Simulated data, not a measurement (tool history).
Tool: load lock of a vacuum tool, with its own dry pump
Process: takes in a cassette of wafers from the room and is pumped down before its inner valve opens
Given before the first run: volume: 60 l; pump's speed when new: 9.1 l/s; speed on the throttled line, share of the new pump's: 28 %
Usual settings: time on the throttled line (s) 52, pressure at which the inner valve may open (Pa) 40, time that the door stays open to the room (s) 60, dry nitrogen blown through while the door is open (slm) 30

run,day,time on the throttled line (s),pressure at which the inner valve may open (Pa),time that the door stays open to the room (s),dry nitrogen blown through while the door is open (slm),"incoming humidity of the room's air, %",time from the closed door until the inner valve may open (s),rise of the pressure with all valves shut (Pa/min)
1,0.000,52,40,60,30,45.0,94.8,0.062
2,12.954,71,40,60,30,42.3,108.7,0.061
3,24.554,52,40,60,30,42.9,95.4,0.066
4,35.908,52,40,60,30,44.1,95.4,0.073
# day 41.825: dry pump taken out, an overhauled one fitted
5,48.108,52,40,60,30,46.8,89.6,0.069
6,56.388,52,40,60,30,42.3,89.7,0.071
7,64.083,52,40,60,30,49.0,89.0,0.081
8,76.217,52,40,60,30,44.4,89.8,0.075
9,90.150,71,40,60,30,44.2,103.7,0.080
10,99.412,40,40,60,30,42.2,82.0,0.086
11,108.483,40,40,60,30,47.1,81.4,0.084
12,118.346,40,40,60,30,45.3,82.4,0.083
13,127.900,40,33,60,30,45.1,83.2,0.084
14,134.133,40,33,60,30,43.1,83.8,0.090
15,139.942,37,40,60,30,45.1,80.6,0.087
16,146.767,37,54,60,30,43.1,78.7,0.092
17,153.150,37,44,179,12,44.1,80.0,0.130
18,163.304,45,64,113,5,44.5,83.1,0.125
19,174.096,45,33,150,5,43.2,87.5,0.132
20,182.008,92,51,95,30,47.7,118.2,0.103
21,191.788,80,73,33,20,44.2,106.8,0.094
22,197.938,52,61,60,17,45.2,88.7,0.106
23,208.696,52,57,60,8,45.3,89.0,0.122
24,215.312,83,57,60,8,43.4,111.0,0.113
25,226.779,33,34,46,25,47.6,80.6,0.108
26,235.596,33,34,46,25,46.4,80.5,0.118
27,247.817,51,57,52,30,45.5,89.7,0.111
28,258.708,51,57,52,5,47.9,89.0,0.131

Some steps in time from the closed door until the inner valve may open (s) between neighbouring runs. How much of each would the tool show without its hidden state too (settings, what came in, random variation), and how much is left for the hidden state, with any gauge scatter that isn't in both results?
Hidden state at play: pump's speed, % of a new pump's; leak at the door's seal, Pa l/s; drift of the gauge itself on ready_s, %; drift of the gauge itself on rise_pa_min, %.
Run 4 -> 5: dry pump taken out, an overhauled one fitted. time from the closed door until the inner valve may open (s) -5.8: hidden state -5.6, all else -0.2.
Run 19 -> 20: time on the throttled line (s) 45 -> 92, pressure at which the inner valve may open (Pa) 33 -> 51, time that the door stays open to the room (s) 150 -> 95, dry nitrogen blown through while the door is open (slm) 5 -> 30. time from the closed door until the inner valve may open (s) +30.7: hidden state -0.8, all else +31.5.
Run 24 -> 25: time on the throttled line (s) 83 -> 33, pressure at which the inner valve may open (Pa) 57 -> 34, time that the door stays open to the room (s) 60 -> 46, dry nitrogen blown through while the door is open (slm) 8 -> 25. time from the closed door until the inner valve may open (s) -30.4: hidden state +1.6, all else -32.0.

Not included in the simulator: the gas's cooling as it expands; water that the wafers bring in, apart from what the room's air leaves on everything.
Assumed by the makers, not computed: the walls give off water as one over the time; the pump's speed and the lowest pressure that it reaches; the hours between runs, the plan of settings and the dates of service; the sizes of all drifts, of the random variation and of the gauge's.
